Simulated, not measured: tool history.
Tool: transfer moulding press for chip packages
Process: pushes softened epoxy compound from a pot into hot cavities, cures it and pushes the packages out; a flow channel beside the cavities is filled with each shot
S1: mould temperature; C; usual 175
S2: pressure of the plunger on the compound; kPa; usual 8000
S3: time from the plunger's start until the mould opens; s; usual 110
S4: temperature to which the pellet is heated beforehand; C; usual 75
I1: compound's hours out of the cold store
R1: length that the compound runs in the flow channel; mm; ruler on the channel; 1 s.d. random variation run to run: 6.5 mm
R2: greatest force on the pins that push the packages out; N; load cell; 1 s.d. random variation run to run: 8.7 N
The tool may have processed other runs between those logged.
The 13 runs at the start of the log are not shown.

run	day	S1	S2	S3	S4	I1	R1	R2
14	8.388	175	9910	110	75	37.6	806	404
# day 8.508: cavities cleaned with cleaning compound and waxed
15	9.375	175	9910	110	76	47	793	389
16	9.954	183	8870	115	75	13.8	767	329
17	10.35	179	8910	146	81	38.3	744	309
18	11.071	173	7350	110	75	23.7	730	446
19	11.762	175	8510	132	75	29.8	771	361
20	12.183	175	7840	110	76	15.2	753	396
21	12.912	175	7840	110	76	32.6	730	385
22	13.446	175	7840	110	76	10.7	754	418
# day 14.188: cavities cleaned with cleaning compound and waxed
23	14.425	175	7840	110	76	13.6	751	401
24	14.95	175	7840	110	76	8	767	405
25	15.55	175	7840	110	76	14.6	762	396
26	16.062	175	8000	119	75	10.9	768	339
27	16.954	168	7530	119	77	9.5	776	569
28	17.696	168	8050	119	69	12.4	799	586
29	18.279	168	8050	119	69	40	758	567

Run 30, settings as shown, results not yet in. Your forecast:
30	19.175	168	8200	102	75	14	?	?

R1: 806 mm
R2: 806 N
Take away the tool's hidden state, keep the run-to-run variation as it was, and the same run would have given R1 807 mm, R2 795 N.
